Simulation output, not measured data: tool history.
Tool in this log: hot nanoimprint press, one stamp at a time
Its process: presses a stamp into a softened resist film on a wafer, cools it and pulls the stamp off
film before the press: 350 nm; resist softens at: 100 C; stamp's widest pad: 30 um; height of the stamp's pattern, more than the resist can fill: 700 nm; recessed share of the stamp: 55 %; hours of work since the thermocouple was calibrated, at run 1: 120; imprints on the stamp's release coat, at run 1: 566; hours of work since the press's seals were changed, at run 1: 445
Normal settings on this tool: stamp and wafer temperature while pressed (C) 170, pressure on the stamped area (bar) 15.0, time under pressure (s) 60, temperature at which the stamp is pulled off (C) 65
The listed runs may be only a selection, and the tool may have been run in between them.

run    hour  stamp and wafer temperature while pressed (C)  pressure on the stamped area (bar)  time under pressure (s)  temperature at which the stamp is pulled off (C)  hours of work since the thermocouple was calibrated  imprints on the stamp's release coat  hours of work since the press's seals were changed  resist left under the stamp's widest pad (Å)  greatest force while the stamp is pulled off (N)
  1     0.0                                            170                                15.0                       60                                                65                                                  120                                   566                                                 445                                          1411                                               154
  2    78.8                                            170                                15.0                       60                                                65                                                  173                                   819                                                 498                                          1410                                               160
  3   156.7                                            170                                15.0                       60                                                65                                                  227                                  1070                                                 551                                          1416                                               160
  4   202.7                                            170                                15.0                      101                                                65                                                  258                                  1218                                                 583                                          1178                                               155
      215.3  -- stamp cleaned and given a new release coat
  5   257.5                                            162                                15.0                      101                                                65                                                  291                                   136                                                 616                                          1738                                               157
  6   339.1                                            162                                14.3                      101                                                65                                                  347                                   399                                                 671                                          1780                                               160
  7   431.7                                            162                                14.3                      101                                                65                                                  410                                   697                                                 734                                          1772                                               154
      443.1  -- plate thermocouple calibrated
  8   512.9                                            162                                14.3                      101                                                65                                                   48                                   948                                                 788                                          1796                                               160
  9   596.3                                            170                                15.0                       60                                                65                                                  104                                  1217                                                 844                                          1425                                               158
      609.6  -- stamp cleaned and given a new release coat
 10   650.7                                            170                                15.0                       60                                                65                                                  137                                   133                                                 877                                          1418                                               159
 11   701.3                                            170                                15.0                       60                                                65                                                  172                                   295                                                 912                                          1415                                               156
 12   745.7                                            170                                15.0                       60                                                65                                                  202                                   438                                                 942                                          1411                                               158
 13   808.2                                            170                                15.0                       60                                                65                                                  245                                   640                                                 985                                          1424                                               152
      876.6  -- press's hydraulic seals changed and the load cell set to zero
 14   885.9                                            170                                15.0                       60                                                65                                                  292                                   864                                                   6                                          1427                                               155
 15   980.8                                            170                                15.0                       60                                                65                                                  357                                  1169                                                  71                                          1389                                               157
     1013.1  -- stamp cleaned and given a new release coat
 16  1050.5                                            170                                15.0                       60                                                65                                                  400                                   120                                                 114                                          1419                                               158
     1075.7  -- plate thermocouple calibrated
 17  1131.3                                            170                                14.8                       60                                                65                                                   38                                   371                                                 167                                          1441                                               160
 18  1211.6                                            170                                12.5                       60                                                65                                                   93                                   629                                                 222                                          1561                                               162
 19  1299.7                                            170                                12.5                       60                                                65                                                  152                                   912                                                 282                                          1560                                               158

Run 20 comes next. What will it give?
 20  1363.7                                            174                                12.5                       60                                                53                                                  196                                  1119                                                 325                                             ?                                                 ?

{"run 20": {"resist left under the stamp's widest pad (Å)": 1310, "greatest force while the stamp is pulled off (N)": 205}}
If the tool had no hidden condition, the same run with the same run-to-run variation would have returned resist left under the stamp's widest pad (Å) 1312, greatest force while the stamp is pulled off (N) 203.
